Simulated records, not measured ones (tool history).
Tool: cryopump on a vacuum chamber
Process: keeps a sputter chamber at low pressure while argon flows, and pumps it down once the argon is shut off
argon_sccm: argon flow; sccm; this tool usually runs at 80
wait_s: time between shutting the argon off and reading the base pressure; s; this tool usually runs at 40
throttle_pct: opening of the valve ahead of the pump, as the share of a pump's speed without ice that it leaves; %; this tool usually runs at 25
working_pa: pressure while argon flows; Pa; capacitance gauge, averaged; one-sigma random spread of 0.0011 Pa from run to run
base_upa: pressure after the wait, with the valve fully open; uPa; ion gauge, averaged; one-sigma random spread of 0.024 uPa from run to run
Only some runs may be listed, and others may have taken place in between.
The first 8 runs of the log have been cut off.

| run | hour | argon_sccm | wait_s | throttle_pct | working_pa | base_upa |
|---|---|---|---|---|---|---|
| 9 | 133 | 42 | 40 | 25 | 0.1311 | 1.27 |
| 10 | 155.5 | 80 | 72 | 25 | 0.2477 | 0.95 |
| 11 | 176.3 | 80 | 40 | 29 | 0.2169 | 1.29 |
| 12 | 190.8 | 80 | 40 | 25 | 0.2487 | 1.23 |
| 13 | 214.5 | 80 | 40 | 19 | 0.3253 | 1.29 |
| 14 | 224.3 | 80 | 40 | 33 | 0.1901 | 1.29 |
| 15 | 247.6 | 80 | 40 | 33 | 0.191 | 1.28 |
| 16 | 269 | 80 | 40 | 33 | 0.191 | 1.24 |
| 17 | 283 | 80 | 25 | 25 | 0.2489 | 1.79 |
| 18 | 295.6 | 80 | 25 | 25 | 0.2504 | 1.72 |
| 19 | 308.8 | 81 | 72 | 48 | 0.1358 | 0.95 |
| 20 | 331 | 46 | 21 | 26 | 0.1395 | 1.98 |

Estimate the outcome of run 21 from the log above:
| 21 | 343.2 | 46 | 21 | 26 | ? | ? |

{"run 21": {"working_pa": 0.1398, "base_upa": 1.99}}
With no hidden state in the tool, this same run would have given working_pa 0.1347 Pa, base_upa 1.54 uPa.

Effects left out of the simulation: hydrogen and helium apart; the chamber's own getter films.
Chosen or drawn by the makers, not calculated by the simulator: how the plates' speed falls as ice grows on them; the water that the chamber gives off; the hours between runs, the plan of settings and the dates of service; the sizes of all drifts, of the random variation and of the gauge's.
